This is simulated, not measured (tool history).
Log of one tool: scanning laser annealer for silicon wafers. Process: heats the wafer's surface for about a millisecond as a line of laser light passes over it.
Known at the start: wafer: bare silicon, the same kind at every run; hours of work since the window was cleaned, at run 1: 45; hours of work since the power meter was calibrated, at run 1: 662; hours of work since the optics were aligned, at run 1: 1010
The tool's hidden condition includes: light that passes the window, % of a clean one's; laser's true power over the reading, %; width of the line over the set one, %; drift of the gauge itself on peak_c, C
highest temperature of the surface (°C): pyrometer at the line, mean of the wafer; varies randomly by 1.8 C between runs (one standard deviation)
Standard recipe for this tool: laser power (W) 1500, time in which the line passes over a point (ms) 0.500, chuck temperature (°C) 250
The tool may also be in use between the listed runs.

run	hour	laser power (W)	time in which the line passes over a point (ms)	chuck temperature (°C)	hours of work since the window was cleaned	hours of work since the power meter was calibrated	hours of work since the optics were aligned	highest temperature of the surface (°C)
1	0.0	1500	0.500	250	45	662	1010	952
2	40.6	1500	0.385	250	69	685	1034	875
3	91.2	1305	0.500	250	99	715	1063	845
4	125.0	1500	0.468	250	118	735	1083	928
5	165.9	1500	0.468	250	142	758	1107	928
6	212.3	1500	0.468	250	169	785	1134	925
7	257.5	1500	0.468	250	195	812	1160	926
8	282.4	1300	0.500	250	210	826	1174	835
9	327.9	1300	0.500	250	236	853	1201	835
# hour 333.5: laser's power meter calibrated
10	362.9	1356	0.500	250	255	17	1220	865
11	391.0	1356	0.500	250	271	33	1236	865
12	428.3	1500	0.500	250	293	55	1258	941
13	464.0	1500	0.500	250	314	76	1278	942
# hour 493.6: laser's power meter calibrated, once more
14	509.1	1321	0.571	250	339	9	1303	870
15	547.2	1277	0.420	256	361	31	1325	775
16	576.7	1290	0.379	279	378	48	1342	785
17	605.4	1500	0.367	223	395	65	1359	819
18	646.2	1578	0.580	280	418	89	1383	1048
19	694.4	1343	0.556	227	446	117	1411	849
20	731.4	1343	0.556	227	468	138	1433	844
21	765.4	1343	0.556	227	488	158	1452	848
22	789.4	1343	0.586	225	502	172	1466	856
23	842.6	1328	0.489	219	533	203	1497	796
24	892.9	1355	0.538	265	562	233	1527	881
25	926.7	1355	0.538	265	582	252	1546	878
26	974.4	1355	0.538	235	610	280	1574	845

For some of the steps in highest temperature of the surface (°C) from one run to the next: how much would appear even if the tool had no hidden state, given the settings, what came in and random variation, and how much remains for the hidden state plus any gauge scatter that the measured result and the result without hidden state don't share?
Run 17 -> 18: laser power (W) 1500 -> 1578, time in which the line passes over a point (ms) 0.367 -> 0.580, chuck temperature (°C) 223 -> 280. highest temperature of the surface (°C) +229: hidden state -10, all else +239.
Run 18 -> 19: laser power (W) 1578 -> 1343, time in which the line passes over a point (ms) 0.580 -> 0.556, chuck temperature (°C) 280 -> 227. highest temperature of the surface (°C) -199: hidden state +6, all else -205.
